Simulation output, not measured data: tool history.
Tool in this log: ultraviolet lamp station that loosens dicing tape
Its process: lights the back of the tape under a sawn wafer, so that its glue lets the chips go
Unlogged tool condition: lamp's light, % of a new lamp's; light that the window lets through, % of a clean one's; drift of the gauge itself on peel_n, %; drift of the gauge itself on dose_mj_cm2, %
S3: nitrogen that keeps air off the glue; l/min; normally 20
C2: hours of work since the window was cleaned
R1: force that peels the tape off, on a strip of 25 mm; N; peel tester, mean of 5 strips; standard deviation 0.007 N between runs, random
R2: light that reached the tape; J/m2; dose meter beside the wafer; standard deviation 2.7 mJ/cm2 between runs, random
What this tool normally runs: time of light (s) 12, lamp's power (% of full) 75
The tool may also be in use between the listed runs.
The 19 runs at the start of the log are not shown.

Run 20, hour 701.6: usual settings but lamp's power (% of full) 92, S3 38 l/min; hours of work of the lamp 791; C2 354. Result: R1 0.116 N, R2 4410 J/m2.
Run 21, hour 724.6: usual settings but time of light (s) 8, lamp's power (% of full) 80, S3 26 l/min; hours of work of the lamp 802; C2 365. Result: R1 0.497 N, R2 2540 J/m2.
Run 22, hour 765.4: usual settings but time of light (s) 13, lamp's power (% of full) 74, S3 9 l/min; hours of work of the lamp 823; C2 386. Result: R1 0.421 N, R2 3830 J/m2.
At hour 773.9: lamp changed.
Run 23, hour 814.8: usual settings but time of light (s) 8, lamp's power (% of full) 96; hours of work of the lamp 21; C2 410. Result: R1 0.368 N, R2 3080 J/m2.
Run 24, hour 837.2: usual settings but time of light (s) 8, lamp's power (% of full) 96; hours of work of the lamp 32; C2 421. Result: R1 0.372 N, R2 3090 J/m2.
Run 25, hour 889.8: usual settings but time of light (s) 20; hours of work of the lamp 58; C2 447. Result: R1 0.097 N, R2 6040 J/m2.
Run 26, hour 920.1: usual settings but S3 18 l/min; hours of work of the lamp 73; C2 463. Result: R1 0.268 N, R2 3610 J/m2.
Run 27, hour 955.9: usual settings but time of light (s) 7, lamp's power (% of full) 63; hours of work of the lamp 91; C2 481. Result: R1 1.343 N, R2 1780 J/m2.
Run 28, hour 998.3: usual settings but time of light (s) 22, lamp's power (% of full) 82, S3 14 l/min; hours of work of the lamp 113; C2 502. Result: R1 0.098 N, R2 7220 J/m2.
Run 29, hour 1034: usual settings but time of light (s) 23, lamp's power (% of full) 76, S3 12 l/min; hours of work of the lamp 130; C2 520. Result: R1 0.101 N, R2 7040 J/m2.
Run 30, hour 1066.7: usual settings but time of light (s) 13, lamp's power (% of full) 76, S3 12 l/min; hours of work of the lamp 147; C2 536. Result: R1 0.303 N, R2 3950 J/m2.
Run 31, hour 1114.7: usual settings but lamp's power (% of full) 62; hours of work of the lamp 171; C2 560. Result: R1 0.413 N, R2 2970 J/m2.
Run 32, hour 1157.6: usual settings but lamp's power (% of full) 62; hours of work of the lamp 193; C2 582. Result: R1 0.4 N, R2 2970 J/m2.
Run 33, hour 1199.5: usual settings but time of light (s) 8, lamp's power (% of full) 80, S3 22 l/min; hours of work of the lamp 214; C2 603. Result: R1 0.544 N, R2 2580 J/m2.

Predict each of these 3 candidate next runs independently; none follows another, all start after run 33:
Run A, hour 1233.2: usual settings but time of light (s) 8, lamp's power (% of full) 80, S3 19 l/min; hours of work of the lamp 230; C2 620. Result: R1 ?, R2 ?.
Run B, hour 1233.2: usual settings but time of light (s) 8, lamp's power (% of full) 63, S3 35 l/min; hours of work of the lamp 230; C2 620. Result: R1 ?, R2 ?.
Run C, hour 1233.2: usual settings but lamp's power (% of full) 61, S3 7 l/min; hours of work of the lamp 230; C2 620. Result: R1 ?, R2 ?.

run     R1    R2
  A  0.625  2570
  B  0.728  2020
  C   1.02  2880
Without the tool's hidden state the same runs would have given:
run     R1    R2
  A  0.622  2580
  B  0.724  2020
  C  1.016  2880

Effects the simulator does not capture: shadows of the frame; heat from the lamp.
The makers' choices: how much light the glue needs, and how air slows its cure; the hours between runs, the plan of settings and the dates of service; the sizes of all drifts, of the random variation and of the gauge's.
